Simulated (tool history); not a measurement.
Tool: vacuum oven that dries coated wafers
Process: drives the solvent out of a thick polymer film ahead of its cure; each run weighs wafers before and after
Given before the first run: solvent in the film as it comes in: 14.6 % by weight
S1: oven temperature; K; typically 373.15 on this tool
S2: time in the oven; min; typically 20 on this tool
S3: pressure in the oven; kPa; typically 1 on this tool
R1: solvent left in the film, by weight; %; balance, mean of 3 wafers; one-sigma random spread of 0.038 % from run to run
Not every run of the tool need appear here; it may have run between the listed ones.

run	day	S1	S2	S3	R1
1	0	373.15	20	1	1.42
2	0.346	373.15	26	1	0.86
# day 0.896: oven's thermocouples calibrated
3	1.017	373.15	26	1	1.02
4	1.408	373.15	20	0.97	1.7
5	2.15	382.15	20	1	0.59
6	2.858	382.15	20	1	0.5
7	3.3	382.15	20	0.89	0.52
8	4.112	373.15	20	1	1.64
9	4.588	373.15	20	1	1.62
10	5.233	373.15	20	1.56	1.84
11	5.65	373.15	20	1.56	1.74
12	6.171	373.15	20	1.56	1.74
13	6.779	373.15	20	1.56	1.82
14	7.479	373.15	20	1	1.67
15	8.092	373.15	20	1	1.65
16	8.454	361.15	16	1.4	5.46
# day 8.554: vacuum gauge cleaned of residue and calibrated
17	9.342	361.15	16	1.4	5.56
18	9.883	388.15	11	0.63	0.85
19	10.462	388.15	11	0.63	0.92
20	11.196	373.15	13	1.32	3.26
21	11.633	385.15	35	1.18	0.23
22	12.15	360.15	22	1.13	4.26
# day 13.042: vacuum gauge cleaned of residue and calibrated, once more
23	13.042	360.15	22	1.13	4.21
24	13.396	373.15	17	1.44	2.17
25	13.912	373.15	17	1.44	2.2
26	14.558	373.15	21	1.44	1.52
27	15.05	374.15	11	0.87	3.52

Consider 4 possible next runs. They are alternatives, not a sequence: every one starts from the tool as it was left by run 27. What does each give?
A	15.721	362.15	11	0.87	?
B	15.721	369.15	16	1	?
C	15.721	373.15	13	1	?
D	15.721	384.15	21	3.55	?

run	R1
A	6.53
B	3.23
C	3.06
D	0.74
With no hidden state in the tool, these same runs would have given:
run	R1
A	6.72
B	3.42
C	3.24
D	0.79
